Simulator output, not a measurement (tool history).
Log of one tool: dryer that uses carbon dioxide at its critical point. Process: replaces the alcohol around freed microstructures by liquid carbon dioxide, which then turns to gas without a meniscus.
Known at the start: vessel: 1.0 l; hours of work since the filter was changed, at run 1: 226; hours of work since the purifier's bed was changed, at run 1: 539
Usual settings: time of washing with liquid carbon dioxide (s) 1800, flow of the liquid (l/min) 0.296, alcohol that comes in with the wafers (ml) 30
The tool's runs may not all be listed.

| run | day | time of washing with liquid carbon dioxide (s) | flow of the liquid (l/min) | alcohol that comes in with the wafers (ml) | hours of work since the filter was changed | hours of work since the purifier's bed was changed | alcohol left in the vessel before it's heated (ppm by volume) |
|---|---|---|---|---|---|---|---|
| 1 | 0 | 1800 | 0.296 | 30 | 226 | 539 | 182 |
| 2 | 1.058 | 1800 | 0.296 | 30 | 243 | 556 | 181 |
| 3 | 2.746 | 1800 | 0.296 | 54 | 271 | 584 | 217 |
| 4 | 3.696 | 1800 | 0.296 | 94 | 286 | 599 | 253 |
| 5 | 4.804 | 1800 | 0.283 | 94 | 304 | 617 | 287 |
| 6 | 6.533 | 1800 | 0.296 | 30 | 333 | 645 | 208 |
| 7 | 8.096 | 1320 | 0.296 | 30 | 358 | 671 | 364 |
| 8 | 9.442 | 1740 | 0.296 | 30 | 380 | 693 | 220 |
| 9 | 10.438 | 1800 | 0.296 | 30 | 396 | 709 | 228 |
| 10 | 12.05 | 1800 | 0.296 | 30 | 423 | 735 | 231 |
|  | 13.138 | purifier's bed changed |
|  | 13.717 | inlet filter changed |
| 11 | 13.729 | 1800 | 0.241 | 30 | 0 | 9 | 84 |
| 12 | 15.304 | 1800 | 0.241 | 51 | 26 | 35 | 154 |
| 13 | 17.208 | 1800 | 0.241 | 51 | 57 | 66 | 150 |
| 14 | 18.15 | 1740 | 0.296 | 30 | 72 | 81 | 53 |
| 15 | 19.292 | 1740 | 0.296 | 30 | 91 | 100 | 59 |
| 16 | 21.129 | 1740 | 0.296 | 30 | 121 | 130 | 67 |
| 17 | 23.067 | 1740 | 0.296 | 30 | 153 | 161 | 74 |
| 18 | 23.979 | 1740 | 0.296 | 30 | 167 | 176 | 80 |
| 19 | 25.962 | 1740 | 0.296 | 30 | 200 | 209 | 90 |
| 20 | 27.079 | 1800 | 0.296 | 32 | 218 | 227 | 86 |
| 21 | 28.688 | 1800 | 0.296 | 32 | 244 | 253 | 109 |
| 22 | 30.229 | 1800 | 0.296 | 32 | 269 | 278 | 107 |
| 23 | 31.471 | 1800 | 0.296 | 32 | 290 | 299 | 117 |
| 24 | 33.008 | 1800 | 0.296 | 32 | 315 | 324 | 123 |
| 25 | 34.479 | 1800 | 0.233 | 32 | 339 | 348 | 225 |
| 26 | 36.379 | 1800 | 0.233 | 32 | 370 | 379 | 246 |
| 27 | 37.196 | 1440 | 0.208 | 79 | 383 | 392 | 1652 |
| 28 | 38.538 | 1440 | 0.208 | 79 | 405 | 414 | 1701 |
| 29 | 39.667 | 1440 | 0.208 | 79 | 423 | 432 | 1726 |
| 30 | 40.575 | 1440 | 0.201 | 26 | 438 | 447 | 723 |
|  | 41.183 | inlet filter changed |
| 31 | 42.317 | 2760 | 0.345 | 30 | 18 | 475 | 137 |
| 32 | 44.108 | 1920 | 0.216 | 30 | 48 | 504 | 234 |
| 33 | 45.379 | 1380 | 0.187 | 33 | 68 | 525 | 1092 |
| 34 | 47.167 | 2280 | 0.198 | 49 | 98 | 554 | 258 |
| 35 | 48.508 | 2280 | 0.198 | 49 | 119 | 576 | 274 |
| 36 | 50.246 | 2220 | 0.367 | 30 | 148 | 604 | 173 |
| 37 | 51.683 | 1140 | 0.3 | 60 | 171 | 628 | 789 |
| 38 | 53.275 | 1140 | 0.3 | 60 | 197 | 654 | 818 |
| 39 | 55.129 | 1860 | 0.457 | 21 | 228 | 684 | 190 |
| 40 | 56.958 | 1800 | 0.491 | 43 | 257 | 714 | 187 |
| 41 | 57.854 | 1320 | 0.491 | 65 | 272 | 728 | 213 |
| 42 | 59.021 | 1320 | 0.491 | 65 | 291 | 747 | 211 |
|  | 59.321 | purifier's bed changed |
| 43 | 60.45 | 1320 | 0.491 | 65 | 312 | 18 | 22 |
| 44 | 61.875 | 1800 | 0.258 | 83 | 336 | 42 | 212 |
| 45 | 63.529 | 1800 | 0.258 | 83 | 363 | 69 | 226 |
| 46 | 64.717 | 1800 | 0.258 | 28 | 382 | 88 | 92 |

Hidden state or all else? Some run-to-run changes of alcohol left in the vessel before it's heated (ppm by volume), split into what the settings, what came in and random variation would give without the hidden state, and what is left for the hidden state (with any gauge scatter that isn't in both results):
The hidden state here: flow that reaches the vessel past the clogged filter, %; alcohol in the recycled carbon dioxide, ppm; drift of the gauge itself on alcohol_ppm, %.
Run 10 -> 11: flow of the liquid (l/min) 0.296 -> 0.241, purifier's bed changed, inlet filter changed. alcohol left in the vessel before it's heated (ppm by volume) -147: hidden state -206, all else +59.
Run 26 -> 27: time of washing with liquid carbon dioxide (s) 1800 -> 1440, flow of the liquid (l/min) 0.233 -> 0.208, alcohol that comes in with the wafers (ml) 32 -> 79. alcohol left in the vessel before it's heated (ppm by volume) +1406: hidden state +298, all else +1108.
Run 29 -> 30: flow of the liquid (l/min) 0.208 -> 0.201, alcohol that comes in with the wafers (ml) 79 -> 26. alcohol left in the vessel before it's heated (ppm by volume) -1003: hidden state -234, all else -769.
Run 32 -> 33: time of washing with liquid carbon dioxide (s) 1920 -> 1380, flow of the liquid (l/min) 0.216 -> 0.187, alcohol that comes in with the wafers (ml) 30 -> 33. alcohol left in the vessel before it's heated (ppm by volume) +858: hidden state +59, all else +799.

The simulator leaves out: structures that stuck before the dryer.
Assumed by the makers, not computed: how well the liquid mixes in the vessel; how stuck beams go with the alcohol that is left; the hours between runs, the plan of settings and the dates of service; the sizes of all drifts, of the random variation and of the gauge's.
